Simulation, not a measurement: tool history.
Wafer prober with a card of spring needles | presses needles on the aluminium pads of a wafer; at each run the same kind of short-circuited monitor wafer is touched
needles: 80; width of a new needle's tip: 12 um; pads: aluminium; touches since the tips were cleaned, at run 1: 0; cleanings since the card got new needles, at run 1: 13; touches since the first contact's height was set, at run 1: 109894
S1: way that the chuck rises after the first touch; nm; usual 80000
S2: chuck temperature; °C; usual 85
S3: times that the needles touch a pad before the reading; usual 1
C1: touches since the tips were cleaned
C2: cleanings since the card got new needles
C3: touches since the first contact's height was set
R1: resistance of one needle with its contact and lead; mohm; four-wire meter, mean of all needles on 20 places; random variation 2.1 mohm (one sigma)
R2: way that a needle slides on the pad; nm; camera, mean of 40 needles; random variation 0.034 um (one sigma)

Run 1, hour 0.0: usual settings; C1 0; C2 13; C3 109894. Result: R1 235 mohm, R2 9820 nm.
Run 2, hour 6.3: usual settings; C1 2485; C2 13; C3 112379. Result: R1 271 mohm, R2 9770 nm.
Run 3, hour 16.3: usual settings but S3 2; C1 6457; C2 13; C3 116351. Result: R1 260 mohm, R2 9770 nm.
At hour 19.3: tips cleaned on abrasive film.
Run 4, hour 24.4: usual settings but S2 51 °C; C1 1994; C2 14; C3 119481. Result: R1 286 mohm, R2 9700 nm.
Run 5, hour 35.6: usual settings but S2 51 °C; C1 6419; C2 14; C3 123906. Result: R1 283 mohm, R2 9650 nm.
At hour 38.7: tips cleaned on abrasive film.
Run 6, hour 48.8: usual settings but S2 51 °C; C1 4020; C2 15; C3 129112. Result: R1 282 mohm, R2 9740 nm.
At hour 58.1: tips cleaned on abrasive film.
At hour 60.2: tips cleaned on abrasive film, once more.
Run 7, hour 61.3: usual settings but S2 42 °C; C1 455; C2 17; C3 133959. Result: R1 232 mohm, R2 9690 nm.
Run 8, hour 74.3: usual settings but S2 42 °C; C1 5594; C2 17; C3 139098. Result: R1 283 mohm, R2 9600 nm.
At hour 80.0: tips cleaned on abrasive film.
Run 9, hour 80.1: usual settings but S1 66000 nm; C1 40; C2 18; C3 141364. Result: R1 239 mohm, R2 7910 nm.
Run 10, hour 87.8: usual settings but S1 66000 nm; C1 3072; C2 18; C3 144396. Result: R1 298 mohm, R2 7880 nm.
At hour 99.4: tips cleaned on abrasive film.
Run 11, hour 99.4: usual settings; C1 0; C2 19; C3 148922. Result: R1 236 mohm, R2 9700 nm.
At hour 107.9: height of the first contact set anew.
Run 12, hour 109.5: usual settings; C1 3891; C2 19; C3 642. Result: R1 278 mohm, R2 9890 nm.
At hour 118.7: tips cleaned on abrasive film.
Run 13, hour 123.2: usual settings; C1 1770; C2 20; C3 6015. Result: R1 264 mohm, R2 9920 nm.
Run 14, hour 132.1: usual settings; C1 5287; C2 20; C3 9532. Result: R1 283 mohm, R2 9870 nm.
At hour 138.2: tips cleaned on abrasive film.
Run 15, hour 143.0: usual settings; C1 1905; C2 21; C3 13795. Result: R1 272 mohm, R2 9900 nm.
Run 16, hour 155.2: usual settings but S1 89000 nm, S2 32 °C; C1 6731; C2 21; C3 18621. Result: R1 264 mohm, R2 11050 nm.
At hour 158.2: tips cleaned on abrasive film.
Run 17, hour 168.7: usual settings but S2 57 °C, S3 3; C1 4158; C2 22; C3 23917. Result: R1 239 mohm, R2 9950 nm.
At hour 177.8: tips cleaned on abrasive film.
Run 18, hour 177.8: usual settings but S2 57 °C, S3 3; C1 0; C2 23; C3 27466. Result: R1 224 mohm, R2 9820 nm.
Run 19, hour 188.3: usual settings but S2 40 °C, S3 2; C1 4127; C2 23; C3 31593. Result: R1 252 mohm, R2 9910 nm.
Run 20, hour 194.0: usual settings but S2 40 °C, S3 2; C1 6401; C2 23; C3 33867. Result: R1 252 mohm, R2 9850 nm.
At hour 197.5: tips cleaned on abrasive film.
Run 21, hour 203.0: usual settings but S3 3; C1 2163; C2 24; C3 37369. Result: R1 243 mohm, R2 9860 nm.
Run 22, hour 215.0: usual settings but S1 81000 nm; C1 6913; C2 24; C3 42119. Result: R1 284 mohm, R2 9990 nm.
At hour 216.8: tips cleaned on abrasive film.
Run 23, hour 221.4: usual settings but S1 83000 nm, S2 35 °C; C1 1807; C2 25; C3 44593. Result: R1 258 mohm, R2 10300 nm.
Run 24, hour 234.1: usual settings but S3 2; C1 6835; C2 25; C3 49621. Result: R1 259 mohm, R2 9800 nm.
At hour 236.5: tips cleaned on abrasive film.
Run 25, hour 243.4: usual settings but S1 90000 nm, S2 32 °C; C1 2756; C2 26; C3 53279. Result: R1 256 mohm, R2 11080 nm.
Run 26, hour 255.4: usual settings but S1 90000 nm, S2 32 °C; C1 7471; C2 26; C3 57994. Result: R1 269 mohm, R2 11030 nm.
At hour 256.7: tips cleaned on abrasive film.
Run 27, hour 265.9: usual settings but S1 73000 nm, S2 80 °C; C1 3623; C2 27; C3 62118. Result: R1 286 mohm, R2 8940 nm.
At hour 276.2: tips cleaned on abrasive film.
Run 28, hour 276.2: usual settings but S1 73000 nm, S2 80 °C; C1 0; C2 28; C3 66137. Result: R1 236 mohm, R2 8890 nm.
Run 29, hour 284.7: usual settings but S1 73000 nm, S2 80 °C; C1 3377; C2 28; C3 69514. Result: R1 293 mohm, R2 8960 nm.
Run 30, hour 294.7: usual settings but S2 94 °C; C1 7320; C2 28; C3 73457. Result: R1 285 mohm, R2 9750 nm.

Forecast each of these 5 alternatives for the next run:
At hour 295.9: tips cleaned on abrasive film.
Run A, hour 301.5: usual settings but S1 73000 nm, S2 26 °C, S3 2; C1 2218; C2 29; C3 76116. Result: R1 ?, R2 ?.
At hour 295.9: tips cleaned on abrasive film.
Run B, hour 301.5: usual settings but S2 83 °C; C1 2218; C2 29; C3 76116. Result: R1 ?, R2 ?.
At hour 295.9: tips cleaned on abrasive film.
Run C, hour 301.5: usual settings but S1 90000 nm, S2 94 °C; C1 2218; C2 29; C3 76116. Result: R1 ?, R2 ?.
At hour 295.9: tips cleaned on abrasive film.
Run D, hour 301.5: usual settings but S1 97000 nm, S2 63 °C; C1 2218; C2 29; C3 76116. Result: R1 ?, R2 ?.
At hour 295.9: tips cleaned on abrasive film.
Run E, hour 301.5: usual settings but S2 94 °C, S3 2; C1 2218; C2 29; C3 76116. Result: R1 ?, R2 ?.

run   R1     R2
  A  255   8970
  B  274   9760
  C  266  11010
  D  263  11950
  E  258   9850
Without the tool's hidden state the same runs would have given:
run   R1     R2
  A  219   9090
  B  228   9880
  C  227  11130
  D  226  12070
  E  231   9970
